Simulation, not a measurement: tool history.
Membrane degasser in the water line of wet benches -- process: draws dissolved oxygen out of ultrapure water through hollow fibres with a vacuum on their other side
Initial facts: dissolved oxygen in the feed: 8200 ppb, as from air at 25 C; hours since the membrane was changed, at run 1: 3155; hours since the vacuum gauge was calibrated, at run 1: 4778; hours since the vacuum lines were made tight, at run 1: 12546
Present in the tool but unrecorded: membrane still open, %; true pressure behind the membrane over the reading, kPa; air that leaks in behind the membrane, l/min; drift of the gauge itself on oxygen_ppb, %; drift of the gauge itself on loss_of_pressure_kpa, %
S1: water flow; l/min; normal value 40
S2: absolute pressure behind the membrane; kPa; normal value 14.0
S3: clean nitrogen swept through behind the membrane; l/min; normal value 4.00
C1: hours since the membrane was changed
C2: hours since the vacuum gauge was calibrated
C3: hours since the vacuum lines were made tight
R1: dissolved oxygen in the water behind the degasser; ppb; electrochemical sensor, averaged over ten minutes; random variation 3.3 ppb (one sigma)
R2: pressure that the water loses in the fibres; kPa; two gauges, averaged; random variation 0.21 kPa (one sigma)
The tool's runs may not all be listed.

{"run": 1, "hour": 0.0, "S1": 40, "S2": 14.0, "S3": 4.0, "C1": 3155, "C2": 4778, "C3": 12546, "R1": 321.1, "R2": 51.18}
{"run": 2, "hour": 78.1, "S1": 40, "S2": 14.0, "S3": 4.0, "C1": 3233, "C2": 4856, "C3": 12624, "R1": 324.2, "R2": 51.47}
{"run": 3, "hour": 158.8, "S1": 25, "S2": 14.0, "S3": 4.0, "C1": 3314, "C2": 4937, "C3": 12705, "R1": 180.3, "R2": 32.07}
{"run": 4, "hour": 194.6, "S1": 25, "S2": 14.0, "S3": 4.0, "C1": 3350, "C2": 4973, "C3": 12741, "R1": 175.7, "R2": 31.97}
{"run": 5, "hour": 255.1, "S1": 25, "S2": 14.0, "S3": 4.0, "C1": 3410, "C2": 5033, "C3": 12801, "R1": 178.7, "R2": 31.82}
{"run": 6, "hour": 310.1, "S1": 25, "S2": 14.0, "S3": 4.0, "C1": 3465, "C2": 5088, "C3": 12856, "R1": 177.0, "R2": 32.03}
{"run": 7, "hour": 363.2, "S1": 25, "S2": 14.0, "S3": 4.0, "C1": 3519, "C2": 5141, "C3": 12909, "R1": 179.2, "R2": 31.98}
{"run": 8, "hour": 424.3, "S1": 41, "S2": 14.0, "S3": 4.0, "C1": 3580, "C2": 5202, "C3": 12970, "R1": 338.8, "R2": 52.42}
{"run": 9, "hour": 475.1, "S1": 38, "S2": 14.0, "S3": 4.0, "C1": 3630, "C2": 5253, "C3": 13021, "R1": 300.8, "R2": 48.6}
{"run": 10, "hour": 509.5, "S1": 38, "S2": 14.0, "S3": 4.0, "C1": 3665, "C2": 5288, "C3": 13055, "R1": 302.9, "R2": 48.77}
{"hour": 579.4, "done": "seals of the vacuum lines changed"}
{"run": 11, "hour": 593.1, "S1": 62, "S2": 14.0, "S3": 11.06, "C1": 3746, "C2": 5369, "C3": 14, "R1": 371.9, "R2": 79.11}
{"run": 12, "hour": 633.0, "S1": 41, "S2": 14.0, "S3": 5.66, "C1": 3786, "C2": 5409, "C3": 54, "R1": 266.7, "R2": 52.27}
{"run": 13, "hour": 684.8, "S1": 41, "S2": 14.0, "S3": 5.66, "C1": 3838, "C2": 5461, "C3": 105, "R1": 263.7, "R2": 52.69}
{"run": 14, "hour": 751.5, "S1": 41, "S2": 14.0, "S3": 5.66, "C1": 3905, "C2": 5528, "C3": 172, "R1": 269.6, "R2": 52.28}
{"run": 15, "hour": 828.0, "S1": 41, "S2": 14.0, "S3": 5.66, "C1": 3981, "C2": 5604, "C3": 249, "R1": 264.5, "R2": 52.33}
{"run": 16, "hour": 908.2, "S1": 28, "S2": 10.7, "S3": 5.05, "C1": 4062, "C2": 5684, "C3": 329, "R1": 127.9, "R2": 35.75}
{"run": 17, "hour": 983.7, "S1": 28, "S2": 10.7, "S3": 5.05, "C1": 4137, "C2": 5760, "C3": 404, "R1": 128.1, "R2": 35.9}
{"run": 18, "hour": 1030.4, "S1": 29, "S2": 14.6, "S3": 10.01, "C1": 4184, "C2": 5806, "C3": 451, "R1": 112.0, "R2": 36.98}
{"run": 19, "hour": 1101.4, "S1": 41, "S2": 20.1, "S3": 5.78, "C1": 4255, "C2": 5877, "C3": 522, "R1": 365.6, "R2": 52.09}
{"run": 20, "hour": 1157.1, "S1": 37, "S2": 15.5, "S3": 5.78, "C1": 4310, "C2": 5933, "C3": 578, "R1": 244.5, "R2": 47.23}

Each row is a separate what-if for the run after 20, all from the same tool condition, not one after another. Results?
{"run": "A", "hour": 1232.3, "S1": 37, "S2": 12.4, "S3": 5.78, "C1": 4386, "C2": 6008, "C3": 653, "R1": "?", "R2": "?"}
{"run": "B", "hour": 1232.3, "S1": 48, "S2": 21.8, "S3": 4.0, "C1": 4386, "C2": 6008, "C3": 653, "R1": "?", "R2": "?"}
{"run": "C", "hour": 1232.3, "S1": 43, "S2": 15.5, "S3": 3.44, "C1": 4386, "C2": 6008, "C3": 653, "R1": "?", "R2": "?"}

run=A R1=204.0 R2=47.55
run=B R1=611.5 R2=61.37
run=C R1=445.1 R2=54.96
Without the tool's hidden state the same runs would have given:
run=A R1=203.8 R2=47.53
run=B R1=611.2 R2=61.34
run=C R1=444.7 R2=54.94
